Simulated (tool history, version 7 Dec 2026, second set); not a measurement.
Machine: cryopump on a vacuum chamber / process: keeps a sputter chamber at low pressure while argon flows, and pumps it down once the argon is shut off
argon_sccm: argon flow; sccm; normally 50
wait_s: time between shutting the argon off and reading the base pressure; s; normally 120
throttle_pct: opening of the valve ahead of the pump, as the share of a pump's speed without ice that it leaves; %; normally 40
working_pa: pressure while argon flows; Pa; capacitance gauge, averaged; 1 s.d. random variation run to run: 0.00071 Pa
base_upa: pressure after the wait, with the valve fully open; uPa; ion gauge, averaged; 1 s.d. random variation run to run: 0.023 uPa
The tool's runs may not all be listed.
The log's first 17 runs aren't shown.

run,hour,argon_sccm,wait_s,throttle_pct,hours of work since the pump was warmed up and emptied,hours of work since the cold head was overhauled,hours of work since the chamber's fittings were tightened,working_pa,base_upa
18,688.8,32,102,55,814,1712,898,0.073,1.34
19,716.8,80,102,55,831,1729,915,0.1842,1.4
20,758.1,80,102,55,856,1754,940,0.1864,1.44
# hour 776: pump warmed up, emptied and cooled again
21,802.1,65,285,40,16,1778,964,0.1631,0.71
22,859.6,28,31,26,51,1813,999,0.1085,2.71
23,914.2,28,31,26,84,1846,1032,0.109,2.72
24,959.8,28,31,26,112,1874,1060,0.1091,2.76
25,997.1,28,31,26,134,1897,1082,0.1106,2.78
26,1025.5,22,31,29,152,1914,1100,0.0785,2.71
27,1050.4,22,31,29,167,1929,1115,0.0773,2.83
28,1101,22,31,29,198,1960,1145,0.0782,2.86
29,1132.6,50,53,51,217,1979,1165,0.104,1.97
30,1191.6,50,47,36,253,2015,1201,0.1446,2.14
31,1229.5,29,34,40,276,2038,1224,0.0758,2.67
32,1273.7,55,52,31,302,2065,1250,0.1856,1.93
33,1332.4,40,195,39,338,2100,1286,0.109,1.04
34,1382,50,37,39,368,2130,1316,0.1383,2.59

Alternative continuations, all from the tool just after run 34; predict every row:
A,1407.1,20,49,36,384,2146,1331,?,?
B,1407.1,51,120,45,384,2146,1331,?,?
C,1407.1,50,71,39,384,2146,1331,?,?
D,1407.1,35,30,39,384,2146,1331,?,?

run,working_pa,base_upa
A,0.0597,2.16
B,0.123,1.33
C,0.1382,1.65
D,0.0961,3.08
Without the tool's hidden state the same runs would have given:
run,working_pa,base_upa
A,0.0559,1.6
B,0.1133,0.78
C,0.1286,1.1
D,0.0894,2.51
